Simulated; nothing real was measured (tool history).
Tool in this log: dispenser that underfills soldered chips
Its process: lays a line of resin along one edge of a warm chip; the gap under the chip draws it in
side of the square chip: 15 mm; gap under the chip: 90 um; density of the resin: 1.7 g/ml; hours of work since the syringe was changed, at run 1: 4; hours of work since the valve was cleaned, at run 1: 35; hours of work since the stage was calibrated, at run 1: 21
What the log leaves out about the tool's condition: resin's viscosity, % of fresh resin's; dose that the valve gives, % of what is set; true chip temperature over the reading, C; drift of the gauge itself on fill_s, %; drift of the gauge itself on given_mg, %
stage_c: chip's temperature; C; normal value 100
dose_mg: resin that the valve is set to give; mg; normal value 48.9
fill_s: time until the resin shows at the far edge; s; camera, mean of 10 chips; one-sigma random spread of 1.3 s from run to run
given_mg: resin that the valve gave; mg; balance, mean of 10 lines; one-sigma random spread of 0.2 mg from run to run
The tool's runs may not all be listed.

run	hour	stage_c	dose_mg	hours of work since the syringe was changed	hours of work since the valve was cleaned	hours of work since the stage was calibrated	fill_s	given_mg
1	0	100	48.9	4	35	21	176.3	47.89
2	8.2	91	48.9	9	40	26	375.6	47.72
# hour 11.9: new syringe of resin
3	16.7	106	48.9	3	45	31	136.2	47.74
4	27.4	90	48.9	9	51	37	422.5	47.61
# hour 29.5: new syringe of resin
5	37.8	90	48.9	5	58	43	286.6	47.51
# hour 47.1: new syringe of resin
6	47.5	110	48.9	0	63	49	95.4	47.08
7	56.1	100	48.9	6	69	54	209.3	46.94
# hour 64.7: new syringe of resin
8	64.7	100	42	0	74	59	135.3	39.99
9	75.5	100	48.9	7	80	66	233.7	46.79
10	81.5	100	42.2	10	84	70	335.4	40.2
# hour 83: new syringe of resin
11	93.6	100	56.8	6	91	77	222.8	53.47
# hour 100.7: new syringe of resin
# hour 103.2: dispensing valve cleaned and set on the balance
12	109	100	46.1	4	4	85	195.1	46.1
13	115.3	100	42.9	8	7	89	275.8	42.76
# hour 119.6: new syringe of resin
14	125.7	98	48.9	4	14	95	190.2	48.6
15	136.6	100	46.7	10	20	102	323.9	46.38
# hour 137.5: new syringe of resin
16	142.7	100	46.7	3	24	106	177.3	46.74
17	148.9	100	48.9	7	28	109	244.6	48.37
# hour 155.8: new syringe of resin
18	157.4	100	48.9	1	33	114	142	48.37
19	166.2	100	43	6	38	120	244.1	42.05

Run 20, settings as shown, results not yet in. Your forecast:
# hour 174.1: new syringe of resin
20	180.8	100	43	4	47	128	?	?

fill_s: 192.7 s
given_mg: 41.82 mg
The same run, on a tool lacking any hidden state, would have yielded fill_s 129.6 s, given_mg 42.91 mg.
